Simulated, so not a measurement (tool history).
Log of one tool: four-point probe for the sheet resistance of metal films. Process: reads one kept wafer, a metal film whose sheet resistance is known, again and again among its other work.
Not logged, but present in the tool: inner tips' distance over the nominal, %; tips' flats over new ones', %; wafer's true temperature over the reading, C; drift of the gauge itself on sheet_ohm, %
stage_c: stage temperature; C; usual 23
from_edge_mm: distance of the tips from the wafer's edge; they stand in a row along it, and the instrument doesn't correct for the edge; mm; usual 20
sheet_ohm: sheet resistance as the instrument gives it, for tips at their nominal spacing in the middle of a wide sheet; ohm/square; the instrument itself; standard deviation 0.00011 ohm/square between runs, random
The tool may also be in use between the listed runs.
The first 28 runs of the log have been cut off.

run	hour	stage_c	from_edge_mm	touches since the probe head was changed	hours of work since the stage's thermometer was calibrated	sheet_ohm
29	1554.5	20	12	84832	49	0.572057
30	1628.1	31	9	86416	80	0.574948
31	1699.8	31	9	87961	111	0.574904
32	1761	22	16	89277	137	0.571857
33	1793.1	19	7	89969	151	0.576436
# hour 1807.6: stage's thermometer calibrated, once more
34	1859.2	19	7	91381	22	0.575361
35	1898.2	19	7	92220	39	0.57541
36	1948.8	25	11	93310	60	0.57259
37	1998.9	27	11	94388	82	0.572572
38	2057.1	27	11	95642	107	0.572609
39	2114.9	34	6	96886	131	0.579175
40	2185.3	23	4	98402	161	0.588392
41	2236.1	20	20	99494	183	0.570521
42	2284.3	27	15	100532	204	0.571755
43	2355.1	20	12	102057	234	0.571746
44	2399.3	22	12	103007	253	0.572131
45	2435.3	25	10	103784	268	0.573412

What if the next run were any one of these 3? Each begins from the tool's condition after run 45:
A	2485.6	24	5	104865	290	?
B	2485.6	20	13	104865	290	?
C	2485.6	18	11	104865	290	?

run	sheet_ohm
A	0.582264
B	0.571733
C	0.572141
What these runs would have given with no unlogged condition in the tool:
run	sheet_ohm
A	0.579567
B	0.569079
C	0.569483
